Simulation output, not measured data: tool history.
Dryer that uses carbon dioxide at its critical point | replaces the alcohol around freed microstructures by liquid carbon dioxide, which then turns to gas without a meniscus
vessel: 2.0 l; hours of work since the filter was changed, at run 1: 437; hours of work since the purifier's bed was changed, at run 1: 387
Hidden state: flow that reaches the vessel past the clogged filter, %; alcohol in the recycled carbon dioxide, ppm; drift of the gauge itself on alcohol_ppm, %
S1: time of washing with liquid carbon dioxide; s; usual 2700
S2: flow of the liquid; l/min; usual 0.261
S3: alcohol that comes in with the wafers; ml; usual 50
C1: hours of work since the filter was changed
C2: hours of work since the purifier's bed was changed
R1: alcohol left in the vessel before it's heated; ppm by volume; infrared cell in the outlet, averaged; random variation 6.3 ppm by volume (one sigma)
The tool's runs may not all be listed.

run 1 hour=0.0 | S1=2700 S2=0.261 S3=50 | C1=437 C2=387 | R1=529
run 2 hour=21.3 | S1=2700 S2=0.261 S3=50 | C1=446 C2=396 | R1=529
run 3 hour=47.5 | S1=2700 S2=0.223 S3=50 | C1=457 C2=407 | R1=785
run 4 hour=74.7 | S1=2700 S2=0.223 S3=50 | C1=468 C2=417 | R1=797
run 5 hour=102.2 | S1=2460 S2=0.261 S3=50 | C1=479 C2=429 | R1=691
run 6 hour=125.3 | S1=2700 S2=0.322 S3=50 | C1=488 C2=438 | R1=358
-- hour=139.0 inlet filter changed
run 7 hour=143.1 | S1=2700 S2=0.261 S3=50 | C1=2 C2=445 | R1=473
run 8 hour=163.4 | S1=3780 S2=0.261 S3=50 | C1=10 C2=453 | R1=273
run 9 hour=192.4 | S1=2700 S2=0.278 S3=50 | C1=21 C2=464 | R1=432
run 10 hour=214.7 | S1=2700 S2=0.261 S3=50 | C1=30 C2=473 | R1=483
run 11 hour=243.8 | S1=2700 S2=0.261 S3=50 | C1=42 C2=485 | R1=511
run 12 hour=268.5 | S1=2700 S2=0.261 S3=50 | C1=52 C2=495 | R1=478
run 13 hour=297.6 | S1=2700 S2=0.261 S3=50 | C1=64 C2=507 | R1=501
run 14 hour=323.5 | S1=2700 S2=0.261 S3=50 | C1=74 C2=517 | R1=517
run 15 hour=350.8 | S1=2700 S2=0.261 S3=50 | C1=85 C2=528 | R1=530
run 16 hour=372.2 | S1=2700 S2=0.261 S3=50 | C1=94 C2=537 | R1=528
run 17 hour=396.0 | S1=2700 S2=0.261 S3=31 | C1=103 C2=546 | R1=446
-- hour=402.3 purifier's bed changed
run 18 hour=423.7 | S1=2700 S2=0.261 S3=31 | C1=113 C2=9 | R1=178
run 19 hour=450.6 | S1=2700 S2=0.261 S3=31 | C1=124 C2=19 | R1=168
run 20 hour=479.0 | S1=2520 S2=0.387 S3=23 | C1=136 C2=31 | R1=46
run 21 hour=493.9 | S1=2520 S2=0.387 S3=23 | C1=142 C2=37 | R1=54
run 22 hour=522.1 | S1=2520 S2=0.387 S3=23 | C1=153 C2=48 | R1=54
run 23 hour=541.3 | S1=2520 S2=0.169 S3=107 | C1=161 C2=56 | R1=3220
run 24 hour=565.0 | S1=4020 S2=0.210 S3=50 | C1=170 C2=65 | R1=142
run 25 hour=577.3 | S1=4020 S2=0.257 S3=20 | C1=175 C2=70 | R1=50
run 26 hour=590.7 | S1=2340 S2=0.357 S3=115 | C1=181 C2=76 | R1=339
run 27 hour=604.3 | S1=3060 S2=0.334 S3=74 | C1=186 C2=81 | R1=99
run 28 hour=626.4 | S1=3060 S2=0.334 S3=74 | C1=195 C2=90 | R1=105
run 29 hour=641.7 | S1=2460 S2=0.334 S3=43 | C1=201 C2=96 | R1=170
run 30 hour=669.0 | S1=1740 S2=0.252 S3=50 | C1=212 C2=107 | R1=1550
run 31 hour=689.8 | S1=3420 S2=0.339 S3=79 | C1=220 C2=116 | R1=91
run 32 hour=713.5 | S1=2280 S2=0.283 S3=61 | C1=230 C2=125 | R1=554
run 33 hour=741.3 | S1=2700 S2=0.261 S3=111 | C1=241 C2=136 | R1=674
run 34 hour=763.6 | S1=3660 S2=0.191 S3=111 | C1=250 C2=145 | R1=655

5 ways to go on from here, each from the tool as it stands after run 34. What would each give?
run A hour=778.5 | S1=1860 S2=0.355 S3=22 | C1=256 C2=151 | R1=?
run B hour=778.5 | S1=2880 S2=0.194 S3=24 | C1=256 C2=151 | R1=?
run C hour=778.5 | S1=2700 S2=0.170 S3=50 | C1=256 C2=151 | R1=?
run D hour=778.5 | S1=3660 S2=0.320 S3=24 | C1=256 C2=151 | R1=?
run E hour=778.5 | S1=3660 S2=0.191 S3=30 | C1=256 C2=151 | R1=?

run=A R1=242
run=B R1=400
run=C R1=1322
run=D R1=97
run=E R1=242
Without the tool's hidden state the same runs would have given:
run=A R1=148
run=B R1=294
run=C R1=1144
run=D R1=20
run=E R1=149

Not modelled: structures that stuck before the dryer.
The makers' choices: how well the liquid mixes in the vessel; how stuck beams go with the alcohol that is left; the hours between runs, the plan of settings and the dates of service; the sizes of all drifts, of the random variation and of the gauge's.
